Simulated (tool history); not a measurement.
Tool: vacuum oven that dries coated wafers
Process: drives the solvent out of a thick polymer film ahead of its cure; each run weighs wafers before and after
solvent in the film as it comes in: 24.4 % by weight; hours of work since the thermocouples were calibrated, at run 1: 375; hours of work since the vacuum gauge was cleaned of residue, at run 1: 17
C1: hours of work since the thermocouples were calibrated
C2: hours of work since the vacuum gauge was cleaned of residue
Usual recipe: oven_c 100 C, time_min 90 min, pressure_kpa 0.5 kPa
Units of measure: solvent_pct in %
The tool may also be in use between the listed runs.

run 1 hour=0 | oven_c=100 time_min=90 pressure_kpa=0.5 | C1=375 C2=17 | solvent_pct=3.86
run 2 hour=9.9 | oven_c=100 time_min=90 pressure_kpa=0.5 | C1=382 C2=23 | solvent_pct=3.91
run 3 hour=24 | oven_c=100 time_min=90 pressure_kpa=0.5 | C1=391 C2=33 | solvent_pct=3.91
run 4 hour=36.4 | oven_c=100 time_min=90 pressure_kpa=0.5 | C1=400 C2=41 | solvent_pct=3.85
run 5 hour=45.8 | oven_c=100 time_min=90 pressure_kpa=0.5 | C1=406 C2=47 | solvent_pct=3.87
run 6 hour=57.6 | oven_c=100 time_min=90 pressure_kpa=0.5 | C1=414 C2=55 | solvent_pct=3.89
run 7 hour=74 | oven_c=100 time_min=90 pressure_kpa=0.5 | C1=425 C2=66 | solvent_pct=3.87
run 8 hour=93 | oven_c=100 time_min=90 pressure_kpa=0.5 | C1=438 C2=79 | solvent_pct=3.9
run 9 hour=114.4 | oven_c=100 time_min=90 pressure_kpa=0.5 | C1=452 C2=93 | solvent_pct=3.95
run 10 hour=135 | oven_c=100 time_min=90 pressure_kpa=0.5 | C1=466 C2=107 | solvent_pct=3.93
run 11 hour=145.1 | oven_c=100 time_min=90 pressure_kpa=0.5 | C1=473 C2=114 | solvent_pct=3.92
run 12 hour=157.7 | oven_c=100 time_min=109 pressure_kpa=0.5 | C1=481 C2=123 | solvent_pct=2.94
run 13 hour=172 | oven_c=100 time_min=109 pressure_kpa=0.5 | C1=491 C2=132 | solvent_pct=2.96
run 14 hour=187.9 | oven_c=100 time_min=109 pressure_kpa=0.466 | C1=501 C2=143 | solvent_pct=2.94
run 15 hour=197.6 | oven_c=100 time_min=109 pressure_kpa=0.466 | C1=508 C2=149 | solvent_pct=2.87
run 16 hour=216.4 | oven_c=100 time_min=109 pressure_kpa=0.466 | C1=521 C2=162 | solvent_pct=2.95
run 17 hour=232.1 | oven_c=100 time_min=109 pressure_kpa=0.466 | C1=531 C2=173 | solvent_pct=2.9
run 18 hour=245.6 | oven_c=100 time_min=109 pressure_kpa=0.466 | C1=540 C2=182 | solvent_pct=2.92
run 19 hour=262.8 | oven_c=100 time_min=109 pressure_kpa=0.466 | C1=552 C2=193 | solvent_pct=2.95
-- hour=266.2 oven's thermocouples calibrated
run 20 hour=282 | oven_c=86 time_min=90 pressure_kpa=0.5 | C1=11 C2=205 | solvent_pct=8.04
run 21 hour=294.1 | oven_c=86 time_min=90 pressure_kpa=0.5 | C1=19 C2=213 | solvent_pct=8.05
run 22 hour=306.5 | oven_c=100 time_min=90 pressure_kpa=1.642 | C1=27 C2=221 | solvent_pct=5.41
run 23 hour=317.2 | oven_c=92 time_min=90 pressure_kpa=1.642 | C1=34 C2=228 | solvent_pct=7.86
run 24 hour=337.1 | oven_c=108 time_min=90 pressure_kpa=0.5 | C1=48 C2=242 | solvent_pct=2.34
run 25 hour=354 | oven_c=87 time_min=90 pressure_kpa=0.265 | C1=59 C2=253 | solvent_pct=7.36
run 26 hour=367 | oven_c=105 time_min=56 pressure_kpa=1.179 | C1=68 C2=262 | solvent_pct=6.41
-- hour=387.6 oven's thermocouples calibrated, once more
run 27 hour=388.2 | oven_c=97 time_min=56 pressure_kpa=1.179 | C1=0 C2=275 | solvent_pct=8.71
run 28 hour=403.2 | oven_c=88 time_min=68 pressure_kpa=1.88 | C1=10 C2=285 | solvent_pct=11.34
run 29 hour=419.6 | oven_c=88 time_min=68 pressure_kpa=1.88 | C1=22 C2=296 | solvent_pct=11.41
run 30 hour=430.8 | oven_c=88 time_min=68 pressure_kpa=1.88 | C1=29 C2=303 | solvent_pct=11.25
run 31 hour=450.8 | oven_c=88 time_min=68 pressure_kpa=1.735 | C1=42 C2=317 | solvent_pct=11.04
run 32 hour=465.4 | oven_c=87 time_min=83 pressure_kpa=0.309 | C1=52 C2=327 | solvent_pct=8.07
run 33 hour=477.1 | oven_c=87 time_min=83 pressure_kpa=0.309 | C1=60 C2=334 | solvent_pct=7.99
run 34 hour=488.1 | oven_c=89 time_min=90 pressure_kpa=0.943 | C1=68 C2=342 | solvent_pct=7.83
run 35 hour=506.9 | oven_c=88 time_min=90 pressure_kpa=1.893 | C1=80 C2=354 | solvent_pct=9.66
run 36 hour=516.1 | oven_c=104 time_min=108 pressure_kpa=1.788 | C1=86 C2=361 | solvent_pct=3.84
run 37 hour=525.6 | oven_c=106 time_min=108 pressure_kpa=1.788 | C1=93 C2=367 | solvent_pct=3.39
run 38 hour=545.1 | oven_c=106 time_min=108 pressure_kpa=1.788 | C1=106 C2=380 | solvent_pct=3.44
run 39 hour=566.5 | oven_c=106 time_min=108 pressure_kpa=1.788 | C1=120 C2=395 | solvent_pct=3.45
run 40 hour=577.4 | oven_c=90 time_min=66 pressure_kpa=1.086 | C1=127 C2=402 | solvent_pct=9.86
run 41 hour=596.2 | oven_c=96 time_min=66 pressure_kpa=0.526 | C1=140 C2=414 | solvent_pct=7.27
run 42 hour=613.6 | oven_c=98 time_min=146 pressure_kpa=0.526 | C1=152 C2=426 | solvent_pct=2.37
run 43 hour=626.2 | oven_c=97 time_min=51 pressure_kpa=0.5 | C1=160 C2=435 | solvent_pct=8.67
run 44 hour=644.7 | oven_c=100 time_min=90 pressure_kpa=0.323 | C1=173 C2=447 | solvent_pct=3.91
run 45 hour=654.8 | oven_c=97 time_min=48 pressure_kpa=0.739 | C1=180 C2=454 | solvent_pct=9.37
run 46 hour=669.9 | oven_c=97 time_min=48 pressure_kpa=0.739 | C1=190 C2=464 | solvent_pct=9.36
run 47 hour=689.4 | oven_c=97 time_min=48 pressure_kpa=0.739 | C1=203 C2=477 | solvent_pct=9.39

Consider 4 possible next runs. They are alternatives, not a sequence: every one starts from the tool as it was left by run 47. What does each give?
run A hour=698.4 | oven_c=104 time_min=95 pressure_kpa=0.5 | C1=209 C2=483 | solvent_pct=?
run B hour=698.4 | oven_c=103 time_min=90 pressure_kpa=0.5 | C1=209 C2=483 | solvent_pct=?
run C hour=698.4 | oven_c=100 time_min=84 pressure_kpa=1.679 | C1=209 C2=483 | solvent_pct=?
run D hour=698.4 | oven_c=106 time_min=48 pressure_kpa=0.259 | C1=209 C2=483 | solvent_pct=?

run=A solvent_pct=2.97
run=B solvent_pct=3.46
run=C solvent_pct=5.97
run=D solvent_pct=6.39
The same runs, with their run-to-run variation unchanged, on a tool lacking any hidden condition would have given:
run=A solvent_pct=2.69
run=B solvent_pct=3.17
run=C solvent_pct=5.64
run=D solvent_pct=6.14

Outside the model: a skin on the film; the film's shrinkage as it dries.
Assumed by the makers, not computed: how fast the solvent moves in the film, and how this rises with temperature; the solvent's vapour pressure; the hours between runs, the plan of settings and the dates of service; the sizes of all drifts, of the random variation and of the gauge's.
